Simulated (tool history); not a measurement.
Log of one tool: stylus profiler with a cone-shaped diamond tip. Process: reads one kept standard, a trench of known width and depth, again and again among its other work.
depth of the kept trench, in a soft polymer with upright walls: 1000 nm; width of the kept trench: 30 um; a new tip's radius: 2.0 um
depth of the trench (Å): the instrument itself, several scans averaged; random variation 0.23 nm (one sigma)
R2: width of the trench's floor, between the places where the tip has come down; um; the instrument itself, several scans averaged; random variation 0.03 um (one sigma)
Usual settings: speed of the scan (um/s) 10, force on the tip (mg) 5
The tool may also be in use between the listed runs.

{"run": 1, "hour": 0.0, "speed of the scan (um/s)": 10, "force on the tip (mg)": 5, "depth of the trench (Å)": 10171.4, "R2": 26.26}
{"run": 2, "hour": 41.2, "speed of the scan (um/s)": 10, "force on the tip (mg)": 5, "depth of the trench (Å)": 10173.1, "R2": 26.3}
{"run": 3, "hour": 90.6, "speed of the scan (um/s)": 10, "force on the tip (mg)": 5, "depth of the trench (Å)": 10173, "R2": 26.19}
{"run": 4, "hour": 122.9, "speed of the scan (um/s)": 10, "force on the tip (mg)": 5, "depth of the trench (Å)": 10176.2, "R2": 26.16}
{"run": 5, "hour": 178.4, "speed of the scan (um/s)": 10, "force on the tip (mg)": 5, "depth of the trench (Å)": 10175.9, "R2": 26.1}
{"run": 6, "hour": 228.7, "speed of the scan (um/s)": 10, "force on the tip (mg)": 5, "depth of the trench (Å)": 10173.6, "R2": 26}
{"run": 7, "hour": 283.8, "speed of the scan (um/s)": 10, "force on the tip (mg)": 5, "depth of the trench (Å)": 10180.4, "R2": 25.99}
{"run": 8, "hour": 338.0, "speed of the scan (um/s)": 10, "force on the tip (mg)": 5, "depth of the trench (Å)": 10179.6, "R2": 25.98}
{"run": 9, "hour": 378.5, "speed of the scan (um/s)": 10, "force on the tip (mg)": 5, "depth of the trench (Å)": 10178.8, "R2": 25.92}
{"run": 10, "hour": 402.8, "speed of the scan (um/s)": 10, "force on the tip (mg)": 5, "depth of the trench (Å)": 10180.7, "R2": 25.85}
{"run": 11, "hour": 438.5, "speed of the scan (um/s)": 10, "force on the tip (mg)": 4.38, "depth of the trench (Å)": 10164.6, "R2": 25.83}
{"run": 12, "hour": 466.1, "speed of the scan (um/s)": 10, "force on the tip (mg)": 5, "depth of the trench (Å)": 10185.4, "R2": 25.83}
{"run": 13, "hour": 505.1, "speed of the scan (um/s)": 10, "force on the tip (mg)": 5, "depth of the trench (Å)": 10181, "R2": 25.76}
{"hour": 508.1, "done": "height scale calibrated on a step standard"}
{"run": 14, "hour": 557.0, "speed of the scan (um/s)": 10, "force on the tip (mg)": 5, "depth of the trench (Å)": 10190.2, "R2": 25.76}
{"run": 15, "hour": 587.2, "speed of the scan (um/s)": 10, "force on the tip (mg)": 5, "depth of the trench (Å)": 10189.6, "R2": 25.72}
{"run": 16, "hour": 617.5, "speed of the scan (um/s)": 10, "force on the tip (mg)": 5, "depth of the trench (Å)": 10194.7, "R2": 25.68}
{"run": 17, "hour": 664.5, "speed of the scan (um/s)": 10, "force on the tip (mg)": 5, "depth of the trench (Å)": 10190, "R2": 25.67}
{"run": 18, "hour": 720.1, "speed of the scan (um/s)": 10, "force on the tip (mg)": 5, "depth of the trench (Å)": 10193.7, "R2": 25.62}
{"run": 19, "hour": 773.7, "speed of the scan (um/s)": 5, "force on the tip (mg)": 5, "depth of the trench (Å)": 10190, "R2": 25.59}
{"run": 20, "hour": 802.7, "speed of the scan (um/s)": 5, "force on the tip (mg)": 5, "depth of the trench (Å)": 10195.9, "R2": 25.54}
{"hour": 818.1, "done": "height scale calibrated on a step standard, once more"}
{"run": 21, "hour": 841.6, "speed of the scan (um/s)": 5, "force on the tip (mg)": 5, "depth of the trench (Å)": 10165.2, "R2": 25.51}
{"run": 22, "hour": 881.2, "speed of the scan (um/s)": 5, "force on the tip (mg)": 1.81, "depth of the trench (Å)": 10083.1, "R2": 25.43}
{"run": 23, "hour": 923.2, "speed of the scan (um/s)": 20, "force on the tip (mg)": 1.81, "depth of the trench (Å)": 10087.8, "R2": 25.41}
{"run": 24, "hour": 955.4, "speed of the scan (um/s)": 10, "force on the tip (mg)": 4.07, "depth of the trench (Å)": 10148.7, "R2": 25.39}
{"run": 25, "hour": 980.8, "speed of the scan (um/s)": 5, "force on the tip (mg)": 1.67, "depth of the trench (Å)": 10083.6, "R2": 25.43}
{"run": 26, "hour": 1028.9, "speed of the scan (um/s)": 12, "force on the tip (mg)": 6.75, "depth of the trench (Å)": 10206.2, "R2": 25.36}
{"run": 27, "hour": 1082.8, "speed of the scan (um/s)": 5, "force on the tip (mg)": 1.68, "depth of the trench (Å)": 10088.8, "R2": 25.33}
{"run": 28, "hour": 1115.4, "speed of the scan (um/s)": 6, "force on the tip (mg)": 4.62, "depth of the trench (Å)": 10162.7, "R2": 25.29}
{"run": 29, "hour": 1173.4, "speed of the scan (um/s)": 8, "force on the tip (mg)": 9.89, "depth of the trench (Å)": 10272.6, "R2": 25.25}
{"run": 30, "hour": 1220.8, "speed of the scan (um/s)": 8, "force on the tip (mg)": 9.89, "depth of the trench (Å)": 10272.3, "R2": 25.23}
{"run": 31, "hour": 1262.5, "speed of the scan (um/s)": 4, "force on the tip (mg)": 3.35, "depth of the trench (Å)": 10139.4, "R2": 25.22}
{"run": 32, "hour": 1319.5, "speed of the scan (um/s)": 2, "force on the tip (mg)": 1.89, "depth of the trench (Å)": 10099.2, "R2": 25.17}
{"run": 33, "hour": 1378.2, "speed of the scan (um/s)": 3, "force on the tip (mg)": 4.5, "depth of the trench (Å)": 10169, "R2": 25.14}
{"run": 34, "hour": 1415.1, "speed of the scan (um/s)": 8, "force on the tip (mg)": 6.44, "depth of the trench (Å)": 10213.2, "R2": 25.08}
{"run": 35, "hour": 1468.7, "speed of the scan (um/s)": 25, "force on the tip (mg)": 2.08, "depth of the trench (Å)": 10114, "R2": 24.97}
{"run": 36, "hour": 1503.6, "speed of the scan (um/s)": 3, "force on the tip (mg)": 6.87, "depth of the trench (Å)": 10222.6, "R2": 25.01}
{"run": 37, "hour": 1548.8, "speed of the scan (um/s)": 20, "force on the tip (mg)": 8.13, "depth of the trench (Å)": 10250, "R2": 24.91}
{"run": 38, "hour": 1607.9, "speed of the scan (um/s)": 20, "force on the tip (mg)": 8.13, "depth of the trench (Å)": 10251.4, "R2": 24.93}
{"run": 39, "hour": 1644.9, "speed of the scan (um/s)": 20, "force on the tip (mg)": 8.13, "depth of the trench (Å)": 10252.2, "R2": 24.9}

Some steps in depth of the trench (Å) between neighbouring runs. How much of each would the tool show without its hidden state too (settings, what came in, random variation), and how much is left for the hidden state, with any gauge scatter that isn't in both results?
The hidden state here: radius of the tip, um; height scale over the true one, %; drift of the gauge itself on depth_nm, %; drift of the gauge itself on floor_um, %.
Run 13 -> 14: height scale calibrated on a step standard. depth of the trench (Å) +9.2: hidden state +6.5, all else +2.7.
Run 20 -> 21: height scale calibrated on a step standard, once more. depth of the trench (Å) -30.7: hidden state -29.8, all else -0.9.
Run 25 -> 26: speed of the scan (um/s) 5 -> 12, force on the tip (mg) 1.67 -> 6.75. depth of the trench (Å) +122.6: hidden state +1.4, all else +121.2.
Run 26 -> 27: speed of the scan (um/s) 12 -> 5, force on the tip (mg) 6.75 -> 1.68. depth of the trench (Å) -117.4: hidden state +1.4, all else -118.8.
Run 30 -> 31: speed of the scan (um/s) 8 -> 4, force on the tip (mg) 9.89 -> 3.35. depth of the trench (Å) -132.9: hidden state +0.9, all else -133.8.
Run 32 -> 33: speed of the scan (um/s) 2 -> 3, force on the tip (mg) 1.89 -> 4.5. depth of the trench (Å) +69.8: hidden state +1.9, all else +67.9.
